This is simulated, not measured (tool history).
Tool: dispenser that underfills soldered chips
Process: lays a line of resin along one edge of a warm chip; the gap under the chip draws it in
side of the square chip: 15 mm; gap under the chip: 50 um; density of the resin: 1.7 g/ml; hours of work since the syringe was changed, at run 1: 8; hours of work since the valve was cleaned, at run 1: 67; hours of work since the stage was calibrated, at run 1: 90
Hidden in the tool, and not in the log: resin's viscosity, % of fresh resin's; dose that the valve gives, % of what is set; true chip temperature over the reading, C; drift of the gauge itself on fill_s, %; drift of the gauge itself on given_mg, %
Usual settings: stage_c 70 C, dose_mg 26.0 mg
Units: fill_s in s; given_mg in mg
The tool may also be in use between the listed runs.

run	day	stage_c	dose_mg	hours of work since the syringe was changed	hours of work since the valve was cleaned	hours of work since the stage was calibrated	fill_s	given_mg
1	0.000	70	26.0	8	67	90	745.1	24.25
2	0.138	70	26.0	11	69	92	940.0	24.40
# day 0.229: new syringe of resin
3	0.358	70	26.0	2	73	95	460.6	24.12
4	0.583	72	26.0	6	76	99	549.4	24.11
5	0.750	73	26.0	9	79	102	664.2	23.94
# day 0.958: new syringe of resin
6	0.958	73	26.0	0	82	105	321.5	23.91
7	1.175	73	26.0	4	86	109	442.0	23.86
8	1.296	73	26.0	6	88	110	518.6	23.83
9	1.450	58	26.0	8	90	113	1467.0	23.58
10	1.592	58	26.0	10	93	115	1791.0	23.71
# day 1.688: new syringe of resin
11	1.771	58	26.0	1	95	118	849.1	23.46

Run 12 comes next. What will it give?
12	1.992	76	24.9	5	99	122	?	?

fill_s: 424.8 s
given_mg: 22.58 mg
Without the tool's hidden state the same run would have given fill_s 274.2 s, given_mg 25.01 mg.

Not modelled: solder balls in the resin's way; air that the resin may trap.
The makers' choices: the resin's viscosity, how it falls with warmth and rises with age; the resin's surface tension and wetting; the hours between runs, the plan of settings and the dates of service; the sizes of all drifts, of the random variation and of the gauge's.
